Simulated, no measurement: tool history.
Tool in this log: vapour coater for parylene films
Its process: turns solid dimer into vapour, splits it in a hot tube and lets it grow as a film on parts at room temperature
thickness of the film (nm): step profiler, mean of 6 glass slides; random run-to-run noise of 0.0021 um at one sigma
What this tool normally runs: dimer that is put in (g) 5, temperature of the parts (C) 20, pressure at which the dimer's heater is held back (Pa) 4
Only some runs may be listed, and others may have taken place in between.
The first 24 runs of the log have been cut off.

run	hour	dimer that is put in (g)	temperature of the parts (C)	pressure at which the dimer's heater is held back (Pa)	hours of work since the trap's valve was overhauled	hours of work since the table's thermometer was calibrated	thickness of the film (nm)
25	343	3	12	10.8	454	351	728
26	354.2	3	12	10.8	460	357	731
27	368.3	3	12	10.8	467	365	728
28	380.2	6	15	11.82	473	371	1331
29	394	8	19	7.33	481	378	1632
30	407.3	8	17	11.23	488	385	1683
31	419.6	8	22	4.81	494	392	1541
32	433.1	8	13	4.81	502	399	1993
33	445	3	13	4.81	508	405	747
34	456.4	3	13	4.81	514	412	750
35	468.6	4	28	4	520	418	658
# hour 482.9: gauge calibrated
36	485	4	28	4	529	427	642
37	499	5	20	8.39	537	434	965
38	518.7	5	20	3.38	547	445	1020
39	537.8	6	12	9.24	557	455	1452
40	549.7	6	12	9.24	564	461	1456

Alternative continuations, all from the tool just after run 40; predict every row:
# hour 565.6: trap's valve overhauled
A	571.9	7	14	2.86	3	471	?
# hour 565.6: trap's valve overhauled
B	571.9	6	19	9.24	3	471	?
# hour 565.6: trap's valve overhauled
C	571.9	2	21	9.24	3	471	?
# hour 565.6: trap's valve overhauled
D	571.9	8	12	4.07	3	471	?

run	thickness of the film (nm)
A	1725
B	1189
C	376
D	2040
What these runs would have given with no unlogged condition in the tool:
run	thickness of the film (nm)
A	1718
B	1184
C	374
D	2032
